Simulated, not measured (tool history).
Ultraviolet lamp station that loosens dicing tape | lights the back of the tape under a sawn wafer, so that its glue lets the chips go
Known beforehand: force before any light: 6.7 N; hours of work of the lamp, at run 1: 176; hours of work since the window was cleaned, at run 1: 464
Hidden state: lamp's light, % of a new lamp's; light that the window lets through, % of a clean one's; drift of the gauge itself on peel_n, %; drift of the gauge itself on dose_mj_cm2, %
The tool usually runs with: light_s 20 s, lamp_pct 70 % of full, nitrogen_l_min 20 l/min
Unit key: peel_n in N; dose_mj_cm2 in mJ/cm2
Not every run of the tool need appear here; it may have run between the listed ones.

run     day  light_s  lamp_pct  nitrogen_l_min  hours of work of the lamp  hours of work since the window was cleaned  peel_n  dose_mj_cm2
  1       0       20        70              20                        176                                         464   0.636          294
      0.783  -- window cleaned of glue's vapour
  2   0.908       17        70              20                        185                                           1   0.737          284
  3   1.833       20        70              20                        194                                          10   0.531          330
  4    2.85       20        70              20                        204                                          20   0.529          327
  5   4.021       20        70              20                        216                                          32   0.509          324
  6   4.892       20        70              20                        224                                          41   0.562          317
  7   6.221       20        70              20                        237                                          54    0.54          323
  8   7.504       20        70               8                        250                                          66   1.015          318
  9   8.946       20        70               8                        264                                          81    1.06          318
 10    10.2       20        70               8                        277                                          93   1.078          310
 11  10.829       20        70              20                        283                                          99   0.601          313
 12  11.496       12        70              20                        289                                         106   1.428          184
 13  12.562       12        70              20                        300                                         116   1.524          185
 14  14.038       21        93              20                        314                                         131   0.331          417
 15  15.425       21        93              20                        328                                         145   0.339          414
 16  16.888       24        77              20                        343                                         159   0.367          384
 17  17.783       10        77              22                        351                                         168   1.674          159
 18  19.254       18        94               8                        366                                         182   0.865          352
 19    20.3       18        94               8                        376                                         193   0.845          352
 20  21.588       13        70              15                        389                                         205   1.659          187
 21  22.346       20        60              20                        396                                         213   0.917          241

Each row is a separate what-if for the run after 21, all from the same tool condition, not one after another. Results?
  A  23.112       25        61              17                        404                                         220       ?            ?
  B  23.112       25        80              19                        404                                         220       ?            ?
  C  23.112       31        60              20                        404                                         220       ?            ?
  D  23.112       16        70              10                        404                                         220       ?            ?

run  peel_n  dose_mj_cm2
  A   0.657          311
  B   0.358          406
  C   0.406          375
  D   1.509          226
The same runs, with their run-to-run variation unchanged, on a tool lacking any hidden condition would have given:
run  peel_n  dose_mj_cm2
  A   0.401          396
  B    0.23          518
  C   0.255          479
  D   1.035          289
